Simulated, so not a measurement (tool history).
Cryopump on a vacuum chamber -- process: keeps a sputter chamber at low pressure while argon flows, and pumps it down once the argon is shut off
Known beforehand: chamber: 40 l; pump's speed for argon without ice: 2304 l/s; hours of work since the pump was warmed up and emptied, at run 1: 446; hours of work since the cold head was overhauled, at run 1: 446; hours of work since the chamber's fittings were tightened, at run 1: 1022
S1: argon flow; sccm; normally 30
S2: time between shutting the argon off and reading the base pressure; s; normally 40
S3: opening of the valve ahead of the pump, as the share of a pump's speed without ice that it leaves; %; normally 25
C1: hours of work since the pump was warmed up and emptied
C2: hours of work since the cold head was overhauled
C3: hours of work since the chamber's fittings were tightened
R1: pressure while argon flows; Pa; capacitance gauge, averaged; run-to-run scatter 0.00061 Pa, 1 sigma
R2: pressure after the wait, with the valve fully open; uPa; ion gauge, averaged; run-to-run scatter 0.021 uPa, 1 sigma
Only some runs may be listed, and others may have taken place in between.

run   hour  S1   S2  S3   C1   C2    C3      R1    R2
  1      0  30   40  25  446  446  1022  0.0916  0.59
  2   40.5  30   40  25  465  465  1041  0.0907  0.62
  3   69.5  30   40  25  479  479  1055  0.0932  0.59
  4  104.4  30   40  25  496  496  1072  0.0922  0.68
  5  143.8  30   40  25  515  515  1091  0.0915  0.63
  6    181  30   40  25  533  533  1109  0.0925  0.62
  7    210  30   40  25  547  547  1123  0.0925  0.64
  8  245.2  30   40  25  564  564  1140  0.0931  0.61
  9  284.9  30   40  25  583  583  1160  0.0941  0.63
 10    315  30   40  25  598  598  1174  0.0935  0.62
 11  342.5  30   40  25  611  611  1187  0.0928   0.6
 12  372.6  30   40  25  626  626  1202  0.0947  0.64
 13  417.3  30   40  25  647  647  1224  0.0937  0.64
 14  461.7  30   40  24  669  669  1245  0.0978  0.64
 15    491  30   40  25  683  683  1259  0.0945  0.66
 16  518.3  30   40  28  696  696  1272   0.084  0.62
 17  537.7  30   40  28  706  706  1282  0.0838  0.64
 18    557  30   40  28  715  715  1291  0.0853  0.67
 19  585.8  32   37  18  729  729  1305  0.1381  0.67
 20  616.3  43   37  26  744  744  1320  0.1313  0.68
 21  657.5  18   82  23  764  764  1340   0.061  0.44
 22  679.8  18   82  23  775  775  1351  0.0622  0.49
 23  719.6  18   82  23  794  794  1370  0.0614  0.47
 24    744  14  100  28  806  806  1382    0.04  0.43
 25  777.4  42   49  22  822  822  1398  0.1515  0.58
 26  812.5  42   49  22  839  839  1415  0.1516  0.61
 27  845.6  42   49  22  855  855  1431  0.1516  0.62
 28  875.9  42   49  22  869  869  1446  0.1524  0.63
 29  896.6  21   32  50  879  879  1456  0.0366  0.76

Run 30 comes next. What will it give?
 30  925.7  21  108  50  894  894  1470   ?   ?

R1: 0.0362 Pa
R2: 0.42 uPa
Had the tool carried no hidden state, the very same run would have given R1 0.0299 Pa, R2 0.25 uPa.
